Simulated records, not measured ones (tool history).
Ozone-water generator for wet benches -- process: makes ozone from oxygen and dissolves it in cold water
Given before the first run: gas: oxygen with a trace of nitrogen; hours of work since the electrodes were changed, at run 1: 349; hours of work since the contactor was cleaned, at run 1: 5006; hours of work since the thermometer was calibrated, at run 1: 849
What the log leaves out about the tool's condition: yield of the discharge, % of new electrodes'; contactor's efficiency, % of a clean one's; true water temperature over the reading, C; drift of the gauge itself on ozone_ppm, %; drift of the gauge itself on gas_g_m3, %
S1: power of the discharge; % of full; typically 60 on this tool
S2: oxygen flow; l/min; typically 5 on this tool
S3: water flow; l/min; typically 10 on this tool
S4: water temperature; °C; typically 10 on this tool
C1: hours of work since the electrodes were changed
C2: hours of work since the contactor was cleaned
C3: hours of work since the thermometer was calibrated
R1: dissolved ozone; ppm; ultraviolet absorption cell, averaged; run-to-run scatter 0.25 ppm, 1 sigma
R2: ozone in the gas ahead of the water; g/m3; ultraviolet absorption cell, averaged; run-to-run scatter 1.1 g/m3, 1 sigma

| run | hour | S1 | S2 | S3 | S4 | C1 | C2 | C3 | R1 | R2 |
|---|---|---|---|---|---|---|---|---|---|---|
| 1 | 0 | 60 | 5 | 10 | 10 | 349 | 5006 | 849 | 36.4 | 199.8 |
| 2 | 28 | 60 | 5 | 10 | 8 | 369 | 5026 | 869 | 37.6 | 202.4 |
| 3 | 57.3 | 60 | 5 | 10 | 10 | 391 | 5048 | 891 | 36.4 | 199.9 |
| 4 | 85.8 | 60 | 5 | 10 | 10 | 412 | 5069 | 912 | 36.1 | 199.7 |
| 5 | 105.3 | 60 | 7.35 | 10 | 10 | 426 | 5083 | 926 | 34.3 | 159.3 |
| 6 | 127.9 | 60 | 5 | 10 | 10 | 443 | 5100 | 943 | 36.2 | 199.9 |
| 7 | 157.8 | 60 | 2.54 | 10 | 10 | 465 | 5122 | 965 | 36.9 | 294.7 |
| 8 | 186 | 60 | 5 | 10 | 10 | 486 | 5143 | 986 | 36.1 | 199.4 |
| 9 | 207.1 | 60 | 5 | 10 | 10 | 501 | 5158 | 1001 | 36.3 | 198.2 |
| 10 | 235.7 | 60 | 5 | 10 | 10 | 522 | 5179 | 1023 | 36.2 | 195.7 |
| 11 | 248.4 | 60 | 5 | 10 | 10 | 532 | 5189 | 1032 | 36.6 | 199.3 |
| 12 | 275.4 | 60 | 5 | 13 | 10 | 552 | 5209 | 1052 | 30.5 | 200.1 |
| 13 | 299.3 | 100 | 5 | 10 | 10 | 569 | 5226 | 1069 | 51.4 | 282.4 |
| 14 | 315.5 | 60 | 5 | 10 | 17 | 581 | 5238 | 1081 | 32.2 | 199 |
| 15 | 329.9 | 60 | 5 | 10 | 17 | 592 | 5249 | 1092 | 31.7 | 201.4 |
| 16 | 354.9 | 60 | 5 | 10 | 17 | 610 | 5267 | 1110 | 31.8 | 199.9 |
| 17 | 378 | 60 | 7.02 | 10 | 17 | 627 | 5284 | 1127 | 29.7 | 164.5 |
| 18 | 400 | 60 | 7.02 | 10 | 17 | 644 | 5301 | 1144 | 29.5 | 163.6 |
| 19 | 423.4 | 46 | 5.42 | 10 | 7 | 661 | 5318 | 1161 | 31.3 | 158.4 |
| 20 | 450.6 | 46 | 5.42 | 10 | 7 | 681 | 5338 | 1181 | 31.7 | 159.9 |
| 21 | 482 | 85 | 4.13 | 11 | 16 | 704 | 5361 | 1204 | 39.9 | 282.6 |
| 22 | 500.9 | 85 | 4.13 | 11 | 16 | 718 | 5375 | 1218 | 39.9 | 279.7 |
| 23 | 524.1 | 85 | 4.13 | 11 | 16 | 735 | 5392 | 1235 | 39 | 279.4 |
| 24 | 549.3 | 98 | 4.13 | 7 | 16 | 754 | 5411 | 1254 | 57.5 | 309 |
| 25 | 567.5 | 98 | 4.13 | 7 | 16 | 767 | 5424 | 1267 | 56.9 | 311 |
| 26 | 582.9 | 94 | 5.19 | 15 | 6 | 778 | 5435 | 1279 | 39.1 | 265.6 |
| 27 | 596.4 | 55 | 3.9 | 6 | 17 | 789 | 5445 | 1289 | 40.8 | 213.2 |
| 28 | 612.9 | 74 | 2.98 | 6 | 18 | 801 | 5458 | 1301 | 51.7 | 303.3 |
| 29 | 627.8 | 51 | 7.51 | 13 | 8 | 812 | 5469 | 1312 | 26.8 | 142.6 |
| 30 | 659.1 | 89 | 5.42 | 6 | 16 | 835 | 5492 | 1335 | 54 | 247.8 |
| 31 | 681 | 48 | 4.99 | 6 | 14 | 851 | 5508 | 1351 | 37.7 | 172.1 |
| 32 | 703.4 | 81 | 5 | 10 | 7 | 867 | 5524 | 1367 | 46.4 | 240.7 |
| 33 | 716.5 | 43 | 5.61 | 10 | 10 | 877 | 5534 | 1377 | 28.1 | 149.2 |

Pick out some run-to-run changes in R1. Of each, how much would a tool without hidden state show as well, from the settings, what came in and chance, and how much is left for the hidden state and any gauge scatter not in both results compared?
Run 12 -> 13: S1 60 -> 100, S3 13 -> 10. R1 +20.9 ppm: hidden state -1.2, all else +22.1.
Run 13 -> 14: S1 100 -> 60, S4 10 -> 17. R1 -19.2 ppm: hidden state +1.3, all else -20.5.
Run 28 -> 29: S1 74 -> 51, S2 2.98 -> 7.51, S3 6 -> 13, S4 18 -> 8. R1 -24.9 ppm: hidden state +0.9, all else -25.8.
Run 29 -> 30: S1 51 -> 89, S2 7.51 -> 5.42, S3 13 -> 6, S4 8 -> 16. R1 +27.2 ppm: hidden state -1.2, all else +28.4.
Run 31 -> 32: S1 48 -> 81, S2 4.99 -> 5, S3 6 -> 10, S4 14 -> 7. R1 +8.7 ppm: hidden state -1.3, all else +10.
Run 32 -> 33: S1 81 -> 43, S2 5 -> 5.61, S4 7 -> 10. R1 -18.3 ppm: hidden state +1.5, all else -19.8.
